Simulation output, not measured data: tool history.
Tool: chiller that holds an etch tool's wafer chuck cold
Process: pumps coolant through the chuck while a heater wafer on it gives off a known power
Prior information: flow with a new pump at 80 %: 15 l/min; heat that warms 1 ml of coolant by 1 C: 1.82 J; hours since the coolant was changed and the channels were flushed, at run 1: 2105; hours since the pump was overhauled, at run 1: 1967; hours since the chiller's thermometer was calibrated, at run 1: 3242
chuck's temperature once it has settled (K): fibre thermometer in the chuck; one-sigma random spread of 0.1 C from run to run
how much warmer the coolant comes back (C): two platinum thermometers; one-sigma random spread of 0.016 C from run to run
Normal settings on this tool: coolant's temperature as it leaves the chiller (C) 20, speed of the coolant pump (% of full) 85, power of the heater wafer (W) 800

| run | hour | coolant's temperature as it leaves the chiller (C) | speed of the coolant pump (% of full) | power of the heater wafer (W) | hours since the coolant was changed and the channels were flushed | hours since the pump was overhauled | hours since the chiller's thermometer was calibrated | chuck's temperature once it has settled (K) | how much warmer the coolant comes back (C) |
|---|---|---|---|---|---|---|---|---|---|
| 1 | 0 | 20 | 85 | 800 | 2105 | 1967 | 3242 | 300.05 | 1.65 |
| 2 | 30 | 20 | 85 | 800 | 2135 | 1997 | 3272 | 300.15 | 1.66 |
| 3 | 78 | 20 | 85 | 800 | 2183 | 2045 | 3320 | 300.15 | 1.69 |
| 4 | 107.6 | 20 | 85 | 1065 | 2213 | 2075 | 3349 | 302.15 | 2.22 |
| 5 | 165.2 | 20 | 85 | 1065 | 2271 | 2133 | 3407 | 302.45 | 2.22 |
| 6 | 203.8 | 20 | 85 | 1065 | 2309 | 2171 | 3445 | 302.25 | 2.26 |
| 7 | 242.9 | 12 | 85 | 800 | 2348 | 2210 | 3484 | 291.85 | 1.7 |
| 8 | 270.7 | 12 | 85 | 800 | 2376 | 2238 | 3512 | 292.25 | 1.7 |
| 9 | 299.9 | 12 | 85 | 800 | 2405 | 2267 | 3541 | 291.95 | 1.69 |
| 10 | 351.4 | 12 | 85 | 800 | 2457 | 2319 | 3593 | 292.05 | 1.77 |
| 11 | 394.9 | 20 | 85 | 800 | 2500 | 2362 | 3637 | 299.95 | 1.73 |
| 12 | 451.2 | 16 | 85 | 800 | 2557 | 2419 | 3693 | 296.05 | 1.77 |
| 13 | 485.6 | 16 | 85 | 800 | 2591 | 2453 | 3727 | 296.05 | 1.74 |
| 14 | 542.2 | 11 | 85 | 800 | 2647 | 2510 | 3784 | 290.85 | 1.77 |
| 15 | 583 | 11 | 85 | 800 | 2688 | 2550 | 3825 | 290.85 | 1.8 |
|  | 594.2 | gauge calibrated |
| 16 | 632.1 | 11 | 85 | 800 | 2737 | 2600 | 3874 | 290.85 | 1.67 |
| 17 | 680.1 | 11 | 85 | 800 | 2785 | 2648 | 3922 | 290.95 | 1.65 |
| 18 | 706.8 | 26 | 73 | 800 | 2812 | 2674 | 3948 | 306.65 | 1.98 |
| 19 | 767.5 | 11 | 69 | 800 | 2873 | 2735 | 4009 | 292.05 | 2.12 |
| 20 | 808.3 | 20 | 79 | 800 | 2914 | 2776 | 4050 | 300.35 | 1.85 |
| 21 | 839.5 | 24 | 75 | 579 | 2945 | 2807 | 4081 | 302.55 | 1.44 |
| 22 | 871.1 | 20 | 81 | 915 | 2976 | 2839 | 4113 | 301.25 | 2.07 |
| 23 | 930.4 | 20 | 81 | 915 | 3036 | 2898 | 4172 | 301.25 | 2.08 |
| 24 | 958.4 | 20 | 62 | 1088 | 3064 | 2926 | 4200 | 304.75 | 3.28 |
| 25 | 988.6 | 13 | 79 | 485 | 3094 | 2956 | 4230 | 290.65 | 1.21 |
| 26 | 1026 | 13 | 79 | 485 | 3131 | 2993 | 4268 | 290.45 | 1.23 |
|  | 1066.6 | coolant changed, channels flushed |
| 27 | 1085.6 | 13 | 85 | 485 | 19 | 3047 | 4321 | 290.25 | 1.11 |
| 28 | 1121 | 13 | 85 | 485 | 54 | 3083 | 4357 | 290.35 | 1.15 |
| 29 | 1166.5 | 29 | 69 | 514 | 100 | 3128 | 4402 | 307.15 | 1.5 |
| 30 | 1217.2 | 15 | 85 | 556 | 151 | 3179 | 4453 | 293.05 | 1.32 |
| 31 | 1264.1 | 16 | 91 | 748 | 198 | 3226 | 4500 | 295.25 | 1.62 |

5 options for the next run, each taken on its own from the tool as it stands now. Forecast them:
| A | 1290.5 | 16 | 80 | 429 | 224 | 3252 | 4526 | ? | ? |
| B | 1290.5 | 24 | 91 | 474 | 224 | 3252 | 4526 | ? | ? |
| C | 1290.5 | 16 | 69 | 788 | 224 | 3252 | 4526 | ? | ? |
| D | 1290.5 | 16 | 94 | 884 | 224 | 3252 | 4526 | ? | ? |
| E | 1290.5 | 29 | 91 | 748 | 224 | 3252 | 4526 | ? | ? |

| run | chuck's temperature once it has settled (K) | how much warmer the coolant comes back (C) |
|---|---|---|
| A | 293.05 | 1.09 |
| B | 300.95 | 1.08 |
| C | 296.85 | 2.24 |
| D | 296.25 | 1.81 |
| E | 308.35 | 1.63 |
Had the tool no hidden state, the same runs would have come out as:
| run | chuck's temperature once it has settled (K) | how much warmer the coolant comes back (C) |
|---|---|---|
| A | 293.05 | 0.9 |
| B | 300.95 | 0.89 |
| C | 296.85 | 2.05 |
| D | 296.15 | 1.62 |
| E | 308.25 | 1.44 |

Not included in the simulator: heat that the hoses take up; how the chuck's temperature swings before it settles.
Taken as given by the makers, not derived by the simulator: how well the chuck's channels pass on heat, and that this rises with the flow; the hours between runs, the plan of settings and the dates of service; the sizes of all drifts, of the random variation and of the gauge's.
